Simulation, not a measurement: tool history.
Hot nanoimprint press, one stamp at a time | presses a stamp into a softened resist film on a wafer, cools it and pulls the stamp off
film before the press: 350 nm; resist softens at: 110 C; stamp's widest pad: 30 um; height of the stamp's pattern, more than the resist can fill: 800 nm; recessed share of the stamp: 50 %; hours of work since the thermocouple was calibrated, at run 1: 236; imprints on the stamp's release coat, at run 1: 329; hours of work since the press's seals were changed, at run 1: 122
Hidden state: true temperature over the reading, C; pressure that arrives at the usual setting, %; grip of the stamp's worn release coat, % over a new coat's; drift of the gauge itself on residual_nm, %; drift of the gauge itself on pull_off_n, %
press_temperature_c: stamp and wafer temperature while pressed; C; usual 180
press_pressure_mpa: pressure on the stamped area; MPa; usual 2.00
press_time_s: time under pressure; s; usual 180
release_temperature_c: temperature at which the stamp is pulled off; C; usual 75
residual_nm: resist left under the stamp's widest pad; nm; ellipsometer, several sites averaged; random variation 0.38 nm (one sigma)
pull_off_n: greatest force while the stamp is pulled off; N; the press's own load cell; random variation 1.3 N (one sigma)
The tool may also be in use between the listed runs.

| run | hour | press_temperature_c | press_pressure_mpa | press_time_s | release_temperature_c | hours of work since the thermocouple was calibrated | imprints on the stamp's release coat | hours of work since the press's seals were changed | residual_nm | pull_off_n |
|---|---|---|---|---|---|---|---|---|---|---|
| 1 | 0.0 | 180 | 2.00 | 180 | 75 | 236 | 329 | 122 | 197.8 | 214 |
| 2 | 6.1 | 180 | 2.00 | 180 | 75 | 241 | 365 | 127 | 198.8 | 217 |
| 3 | 11.3 | 180 | 2.00 | 180 | 75 | 245 | 395 | 131 | 198.4 | 221 |
| 4 | 20.7 | 180 | 2.00 | 180 | 75 | 252 | 451 | 138 | 198.7 | 221 |
| 5 | 27.1 | 180 | 3.20 | 180 | 75 | 257 | 488 | 143 | 156.0 | 222 |
|  | 42.7 | stamp cleaned and given a new release coat |
| 6 | 42.7 | 180 | 2.00 | 180 | 75 | 265 | 0 | 151 | 198.7 | 201 |
| 7 | 53.7 | 180 | 1.65 | 180 | 75 | 273 | 65 | 159 | 217.2 | 204 |
| 8 | 61.2 | 180 | 1.65 | 180 | 75 | 279 | 108 | 165 | 217.2 | 202 |
| 9 | 66.3 | 180 | 1.65 | 180 | 75 | 283 | 139 | 169 | 217.0 | 208 |
| 10 | 73.2 | 180 | 1.65 | 180 | 75 | 288 | 179 | 174 | 217.4 | 209 |
| 11 | 79.3 | 180 | 2.00 | 180 | 73 | 293 | 215 | 179 | 199.1 | 213 |
| 12 | 89.2 | 180 | 2.00 | 96 | 75 | 301 | 273 | 187 | 235.3 | 212 |
| 13 | 95.2 | 180 | 2.27 | 96 | 75 | 305 | 308 | 191 | 224.3 | 213 |
| 14 | 100.7 | 180 | 2.27 | 96 | 75 | 310 | 341 | 196 | 225.0 | 217 |
| 15 | 109.7 | 180 | 2.27 | 96 | 75 | 317 | 393 | 203 | 224.3 | 220 |
| 16 | 114.5 | 180 | 2.27 | 96 | 75 | 320 | 422 | 206 | 224.7 | 220 |
| 17 | 120.6 | 175 | 2.27 | 232 | 61 | 325 | 458 | 211 | 200.1 | 254 |
| 18 | 127.5 | 175 | 2.27 | 232 | 61 | 330 | 498 | 216 | 200.1 | 254 |
|  | 133.7 | plate thermocouple calibrated |
| 19 | 137.0 | 175 | 2.27 | 232 | 61 | 3 | 536 | 222 | 193.9 | 254 |
|  | 144.3 | stamp cleaned and given a new release coat |
| 20 | 150.0 | 184 | 2.00 | 306 | 67 | 8 | 33 | 227 | 147.0 | 218 |
| 21 | 155.8 | 168 | 2.38 | 180 | 75 | 12 | 67 | 231 | 246.0 | 198 |
| 22 | 164.3 | 168 | 2.38 | 180 | 75 | 19 | 117 | 238 | 245.2 | 203 |
| 23 | 171.2 | 168 | 2.38 | 180 | 75 | 24 | 158 | 243 | 245.8 | 205 |
| 24 | 176.1 | 184 | 1.97 | 198 | 66 | 28 | 186 | 247 | 171.4 | 227 |
| 25 | 184.7 | 180 | 2.00 | 205 | 75 | 35 | 237 | 254 | 187.4 | 207 |
| 26 | 191.2 | 168 | 2.70 | 205 | 75 | 40 | 275 | 259 | 227.4 | 209 |
| 27 | 200.5 | 168 | 2.70 | 178 | 79 | 47 | 330 | 266 | 235.0 | 203 |
| 28 | 208.3 | 168 | 2.70 | 178 | 79 | 53 | 376 | 272 | 235.5 | 206 |
| 29 | 216.2 | 168 | 1.31 | 318 | 74 | 59 | 422 | 278 | 268.4 | 216 |
| 30 | 226.2 | 180 | 1.33 | 288 | 72 | 67 | 481 | 286 | 206.3 | 226 |

Hidden state or all else? Some run-to-run changes of residual_nm, split into what the settings, what came in and random variation would give without the hidden state, and what is left for the hidden state (with any gauge scatter that isn't in both results):
Run 18 -> 19: plate thermocouple calibrated. residual_nm -6.2 nm: hidden state -5.5, all else -0.7.
Run 20 -> 21: press_temperature_c 184 -> 168, press_pressure_mpa 2.00 -> 2.38, press_time_s 306 -> 180, release_temperature_c 67 -> 75. residual_nm +99.0 nm: hidden state +0.5, all else +98.5.
Run 23 -> 24: press_temperature_c 168 -> 184, press_pressure_mpa 2.38 -> 1.97, press_time_s 180 -> 198, release_temperature_c 75 -> 66. residual_nm -74.4 nm: hidden state -0.2, all else -74.2.
Run 25 -> 26: press_temperature_c 180 -> 168, press_pressure_mpa 2.00 -> 2.70. residual_nm +40.0 nm: hidden state +0.8, all else +39.2.
Run 28 -> 29: press_pressure_mpa 2.70 -> 1.31, press_time_s 178 -> 318, release_temperature_c 79 -> 74. residual_nm +32.9 nm: hidden state -1.3, all else +34.2.
Run 29 -> 30: press_temperature_c 168 -> 180, press_pressure_mpa 1.31 -> 1.33, press_time_s 318 -> 288, release_temperature_c 74 -> 72. residual_nm -62.1 nm: hidden state +0.2, all else -62.3.
